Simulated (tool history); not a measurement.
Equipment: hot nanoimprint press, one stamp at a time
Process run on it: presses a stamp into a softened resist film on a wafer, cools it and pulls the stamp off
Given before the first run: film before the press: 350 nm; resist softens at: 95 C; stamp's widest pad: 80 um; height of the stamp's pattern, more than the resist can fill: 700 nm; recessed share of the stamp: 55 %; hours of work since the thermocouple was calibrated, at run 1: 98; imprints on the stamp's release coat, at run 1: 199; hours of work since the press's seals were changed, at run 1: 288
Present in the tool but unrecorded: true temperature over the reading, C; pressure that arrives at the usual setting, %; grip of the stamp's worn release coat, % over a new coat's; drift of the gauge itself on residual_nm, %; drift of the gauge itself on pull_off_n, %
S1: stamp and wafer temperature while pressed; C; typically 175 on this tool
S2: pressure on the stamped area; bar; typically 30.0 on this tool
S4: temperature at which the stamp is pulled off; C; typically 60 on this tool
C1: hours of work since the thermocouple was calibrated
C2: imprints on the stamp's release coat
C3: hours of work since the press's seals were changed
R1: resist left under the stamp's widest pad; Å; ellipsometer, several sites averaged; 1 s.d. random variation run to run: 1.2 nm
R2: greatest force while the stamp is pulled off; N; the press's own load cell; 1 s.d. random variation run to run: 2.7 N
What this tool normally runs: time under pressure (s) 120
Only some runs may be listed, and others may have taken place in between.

Run 1, hour 0.0: usual settings; C1 98; C2 199; C3 288. Result: R1 1881 Å, R2 128 N.
Run 2, hour 15.5: usual settings; C1 106; C2 262; C3 296. Result: R1 1881 Å, R2 134 N.
Run 3, hour 30.9: usual settings; C1 114; C2 325; C3 304. Result: R1 1839 Å, R2 132 N.
Run 4, hour 37.7: usual settings but time under pressure (s) 174; C1 117; C2 352; C3 308. Result: R1 1635 Å, R2 132 N.
Run 5, hour 44.9: usual settings; C1 121; C2 381; C3 312. Result: R1 1850 Å, R2 135 N.
Run 6, hour 56.0: usual settings but S4 51 C; C1 127; C2 426; C3 317. Result: R1 1851 Å, R2 161 N.
Run 7, hour 67.6: usual settings but S4 51 C; C1 133; C2 473; C3 323. Result: R1 1853 Å, R2 157 N.
Run 8, hour 78.3: usual settings but S2 21.9 bar; C1 138; C2 516; C3 329. Result: R1 2109 Å, R2 145 N.
Run 9, hour 89.1: usual settings but S2 21.9 bar; C1 144; C2 560; C3 335. Result: R1 2102 Å, R2 141 N.
Run 10, hour 95.5: usual settings; C1 147; C2 586; C3 338. Result: R1 1864 Å, R2 143 N.
Run 11, hour 109.5: usual settings; C1 155; C2 643; C3 345. Result: R1 1858 Å, R2 141 N.
Run 12, hour 124.3: usual settings; C1 162; C2 702; C3 353. Result: R1 1862 Å, R2 148 N.
Run 13, hour 135.6: usual settings but S2 38.4 bar; C1 168; C2 748; C3 359. Result: R1 1656 Å, R2 148 N.
Run 14, hour 142.4: usual settings but S2 38.4 bar; C1 172; C2 776; C3 362. Result: R1 1660 Å, R2 151 N.
Run 15, hour 152.1: usual settings; C1 177; C2 815; C3 367. Result: R1 1854 Å, R2 151 N.
Run 16, hour 167.1: usual settings; C1 184; C2 876; C3 375. Result: R1 1833 Å, R2 151 N.
Run 17, hour 180.9: usual settings; C1 192; C2 932; C3 382. Result: R1 1835 Å, R2 149 N.
Run 18, hour 193.8: usual settings but S1 181 C, S2 23.4 bar, time under pressure (s) 147; C1 198; C2 984; C3 389. Result: R1 1638 Å, R2 153 N.
Run 19, hour 201.0: usual settings but S2 40.3 bar, time under pressure (s) 75, S4 66 C; C1 202; C2 1013; C3 393. Result: R1 1911 Å, R2 137 N.
Run 20, hour 215.0: usual settings but S2 33.4 bar; C1 209; C2 1070; C3 400. Result: R1 1764 Å, R2 152 N.
Run 21, hour 226.6: usual settings but S1 183 C; C1 215; C2 1117; C3 406. Result: R1 1481 Å, R2 158 N.
Run 22, hour 238.3: usual settings but S2 31.4 bar; C1 221; C2 1164; C3 412. Result: R1 1798 Å, R2 159 N.
Run 23, hour 248.5: usual settings but S1 181 C, S2 26.8 bar, time under pressure (s) 210, S4 53 C; C1 227; C2 1205; C3 417. Result: R1 1314 Å, R2 184 N.
Run 24, hour 259.8: usual settings but time under pressure (s) 230; C1 233; C2 1251; C3 423. Result: R1 1445 Å, R2 164 N.
Run 25, hour 275.2: usual settings but time under pressure (s) 230; C1 241; C2 1314; C3 431. Result: R1 1444 Å, R2 165 N.
Run 26, hour 289.8: usual settings but time under pressure (s) 107, S4 48 C; C1 248; C2 1373; C3 439. Result: R1 1885 Å, R2 213 N.
Run 27, hour 301.2: usual settings but time under pressure (s) 107, S4 48 C; C1 254; C2 1419; C3 445. Result: R1 1891 Å, R2 216 N.
Run 28, hour 313.4: usual settings but time under pressure (s) 149, S4 68 C; C1 260; C2 1468; C3 451. Result: R1 1679 Å, R2 142 N.
Run 29, hour 324.9: usual settings but time under pressure (s) 149, S4 68 C; C1 266; C2 1515; C3 457. Result: R1 1691 Å, R2 142 N.
Run 30, hour 340.3: usual settings but S2 37.8 bar, time under pressure (s) 227; C1 274; C2 1577; C3 465. Result: R1 1284 Å, R2 179 N.

Each row is a separate what-if for the run after 30, all from the same tool condition, not one after another. Results?
Run A, hour 347.5: usual settings but S1 178 C, S2 37.8 bar, time under pressure (s) 109; C1 278; C2 1606; C3 469. Result: R1 ?, R2 ?.
Run B, hour 347.5: usual settings but time under pressure (s) 127, S4 65 C; C1 278; C2 1606; C3 469. Result: R1 ?, R2 ?.
Run C, hour 347.5: usual settings but S2 37.8 bar, time under pressure (s) 70, S4 46 C; C1 278; C2 1606; C3 469. Result: R1 ?, R2 ?.

run    R1   R2
  A  1558  175
  B  1776  157
  C  1971  228
Without the tool's hidden state the same runs would have given:
run    R1   R2
  A  1606  124
  B  1830  111
  C  2025  161
